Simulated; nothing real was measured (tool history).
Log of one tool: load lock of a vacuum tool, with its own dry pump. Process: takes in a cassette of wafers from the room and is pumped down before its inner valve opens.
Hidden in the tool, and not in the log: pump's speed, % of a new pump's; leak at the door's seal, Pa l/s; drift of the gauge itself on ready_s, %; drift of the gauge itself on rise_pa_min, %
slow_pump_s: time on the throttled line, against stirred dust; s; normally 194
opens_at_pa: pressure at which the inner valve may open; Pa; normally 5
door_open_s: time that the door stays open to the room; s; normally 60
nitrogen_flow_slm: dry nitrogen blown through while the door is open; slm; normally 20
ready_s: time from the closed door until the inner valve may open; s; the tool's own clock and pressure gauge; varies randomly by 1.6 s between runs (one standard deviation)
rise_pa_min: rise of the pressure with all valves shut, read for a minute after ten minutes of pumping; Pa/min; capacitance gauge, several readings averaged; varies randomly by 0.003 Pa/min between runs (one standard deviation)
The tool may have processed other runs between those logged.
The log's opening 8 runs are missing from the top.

run    hour  slow_pump_s  opens_at_pa  door_open_s  nitrogen_flow_slm  hours that the pump has run since its overhaul  times that the door has closed on its seal  incoming humidity of the room's air, %  ready_s  rise_pa_min
  9   655.6          194            5           60                 20                                            2719                                        4136                                    44.6    260.2        0.039
 10   763.1          194            5           60                 20                                            2826                                        4253                                      44    264.8        0.045
 11   870.1          194            5           60                 20                                            2933                                        4369                                    44.5      262        0.042
 12   980.9          194            5           60                 20                                            3044                                        4490                                    50.2    264.3        0.043
 13  1055.7          194            5           60                 23                                            3119                                        4572                                    41.6      262        0.032
 14    1127          194            5           60                  9                                            3190                                        4649                                    45.9    264.2        0.051
 15    1245          217            5           60                 20                                            3308                                        4778                                    47.8    283.7        0.045
 16  1344.3          217            5           60                 20                                            3407                                        4886                                    47.5    284.7        0.039
 17  1394.2          194            5           60                 20                                            3457                                        4940                                    43.9    262.4        0.035
 18  1456.7          194            5           60                 26                                            3520                                        5008                                    43.6    263.7        0.042
 19  1518.7          194            5           60                 26                                            3582                                        5076                                    45.4    265.5        0.042
 20  1629.7          194            5           60                 26                                            3693                                        5197                                    44.5    262.5         0.04
 21  1707.6          194            8           60                 20                                            3770                                        5282                                    46.9    257.1        0.042
 22  1769.8          194            7           60                 20                                            3833                                        5349                                    47.8    261.3        0.042
 23  1859.5          325            5           60                 35                                            3922                                        5447                                    45.2    381.7        0.037
 24  1909.8          188           10           53                 20                                            3973                                        5502                                    42.4    250.9        0.041
 25  2022.9          194            5           60                 20                                            4086                                        5625                                    41.9    264.7        0.043
 26  2104.4          194            5          230                 20                                            4167                                        5714                                    43.7    264.7        0.055
 27    2174          194            5           78                 44                                            4237                                        5789                                      45    266.1        0.035
 28  2253.3          218            5          147                 20                                            4316                                        5876                                      44    284.1        0.052
 29    2304          107           10           46                 12                                            4367                                        5931                                    43.7    179.2        0.045
 30  2380.3          149            7           60                 25                                            4443                                        6014                                    45.6    223.4        0.043
 31  2443.3          300            8           60                 25                                            4506                                        6083                                    43.8      356        0.042
 32  2562.9          202            5           60                 10                                            4626                                        6213                                    44.7    272.4        0.056
 33  2626.8          186            9          123                 35                                            4690                                        6283                                    43.3    253.3        0.043

Alternative continuations, all from the tool just after run 33; predict every row:
  A  2733.6          269            5           58                 15                                            4796                                        6399                                    44.9        ?            ?
  B  2733.6          166            9          123                 35                                            4796                                        6399                                    48.8        ?            ?
  C  2733.6          161            7           39                 35                                            4796                                        6399                                    45.5        ?            ?
  D  2733.6          136            6          123                  8                                            4796                                        6399                                    45.6        ?            ?
  E  2733.6          194            7           60                 38                                            4796                                        6399                                    39.8        ?            ?

run  ready_s  rise_pa_min
  A      333         0.05
  B    232.4        0.047
  C    231.4        0.039
  D    211.6        0.066
  E    263.7        0.035
What these runs would have given with no unlogged condition in the tool:
run  ready_s  rise_pa_min
  A    327.3        0.031
  B    226.4        0.029
  C    225.2        0.021
  D      205        0.048
  E    257.5        0.016

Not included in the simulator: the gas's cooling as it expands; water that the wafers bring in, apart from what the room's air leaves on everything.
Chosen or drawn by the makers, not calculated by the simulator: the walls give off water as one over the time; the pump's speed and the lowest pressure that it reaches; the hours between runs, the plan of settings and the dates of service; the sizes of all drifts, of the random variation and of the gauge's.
